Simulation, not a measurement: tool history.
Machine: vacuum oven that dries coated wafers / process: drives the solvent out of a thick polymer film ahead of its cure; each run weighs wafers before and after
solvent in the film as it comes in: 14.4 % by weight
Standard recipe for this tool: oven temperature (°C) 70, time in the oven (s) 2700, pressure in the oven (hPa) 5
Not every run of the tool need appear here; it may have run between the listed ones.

| run | hour | oven temperature (°C) | time in the oven (s) | pressure in the oven (hPa) | solvent left in the film (%) |
|---|---|---|---|---|---|
| 1 | 0 | 70 | 2700 | 5 | 1.53 |
| 2 | 82.8 | 70 | 2700 | 5 | 1.62 |
| 3 | 172.6 | 70 | 2700 | 5 | 1.67 |
| 4 | 227.3 | 70 | 2700 | 5.68 | 1.54 |
| 5 | 292.8 | 70 | 2700 | 5.68 | 1.72 |
| 6 | 373.6 | 70 | 2700 | 5.68 | 1.74 |
| 7 | 434 | 70 | 2700 | 5.68 | 1.73 |
| 8 | 488.5 | 70 | 2700 | 5 | 1.65 |
| 9 | 578.5 | 70 | 2700 | 5 | 1.81 |
| 10 | 633.6 | 70 | 2700 | 5 | 1.84 |
|  | 647.4 | oven's thermocouples calibrated |
| 11 | 701.9 | 70 | 2700 | 5 | 1.46 |
| 12 | 786.8 | 70 | 2700 | 5 | 1.47 |
| 13 | 849.9 | 70 | 2700 | 5 | 1.43 |
| 14 | 900.3 | 70 | 2700 | 7.94 | 1.69 |
| 15 | 976.8 | 70 | 3000 | 7.94 | 1.54 |
| 16 | 1015.2 | 70 | 2700 | 8.13 | 1.69 |
| 17 | 1086.5 | 70 | 2700 | 5 | 1.64 |
| 18 | 1163.1 | 70 | 2700 | 5 | 1.49 |
| 19 | 1215.2 | 70 | 2700 | 5 | 1.47 |
| 20 | 1275.3 | 70 | 2700 | 5 | 1.53 |
| 21 | 1355.1 | 56 | 2700 | 5 | 5.21 |
| 22 | 1447.2 | 56 | 2100 | 5 | 6.02 |
| 23 | 1514.8 | 70 | 2700 | 5 | 1.58 |
| 24 | 1559.6 | 70 | 2700 | 10.05 | 2.13 |
| 25 | 1623.6 | 59 | 3000 | 5 | 3.98 |
| 26 | 1703.3 | 59 | 3000 | 5 | 3.94 |
| 27 | 1781.2 | 59 | 1620 | 2.8 | 5.94 |
| 28 | 1864.5 | 59 | 1620 | 2.8 | 6.16 |
| 29 | 1904.2 | 60 | 2700 | 5.63 | 4.14 |
|  | 1941.7 | vacuum gauge cleaned of residue and calibrated |
| 30 | 1980.4 | 73 | 2580 | 19.5 | 1.78 |
| 31 | 2052.1 | 61 | 1500 | 3.8 | 5.16 |
| 32 | 2109.4 | 70 | 3120 | 6.79 | 0.91 |
| 33 | 2183.4 | 83 | 3360 | 5 | 0.23 |
| 34 | 2227.4 | 77 | 1500 | 4.58 | 1.16 |
| 35 | 2280.9 | 77 | 1500 | 4.58 | 1.11 |
| 36 | 2332 | 77 | 1500 | 4.58 | 1.15 |
| 37 | 2423.9 | 66 | 3720 | 5.91 | 1.21 |
| 38 | 2498.7 | 70 | 4620 | 7.73 | 0.82 |
| 39 | 2572.1 | 73 | 2700 | 16.76 | 1.72 |
| 40 | 2635.2 | 69 | 3180 | 5.12 | 1.06 |
| 41 | 2719 | 69 | 3180 | 10.78 | 1.54 |
| 42 | 2796.3 | 69 | 3180 | 10.78 | 1.57 |
| 43 | 2836.1 | 63 | 2700 | 5 | 2.67 |
| 44 | 2909.9 | 70 | 3600 | 5.48 | 0.95 |
| 45 | 2961.7 | 70 | 3600 | 5.48 | 0.88 |
| 46 | 3032.3 | 70 | 3600 | 5.48 | 0.87 |

Here are 5 independent what-if runs from the current tool condition. What would each one return?
| A | 3091 | 56 | 2580 | 5.48 | ? |
| B | 3091 | 74 | 3600 | 8.88 | ? |
| C | 3091 | 57 | 2700 | 5 | ? |
| D | 3091 | 73 | 2700 | 5 | ? |
| E | 3091 | 73 | 2100 | 5 | ? |

| run | solvent left in the film (%) |
|---|---|
| A | 5.04 |
| B | 0.94 |
| C | 4.7 |
| D | 0.91 |
| E | 1.35 |
The same runs, with their run-to-run variation unchanged, on a tool lacking any hidden condition would have given:
| run | solvent left in the film (%) |
|---|---|
| A | 4.21 |
| B | 0.66 |
| C | 3.86 |
| D | 0.58 |
| E | 0.93 |
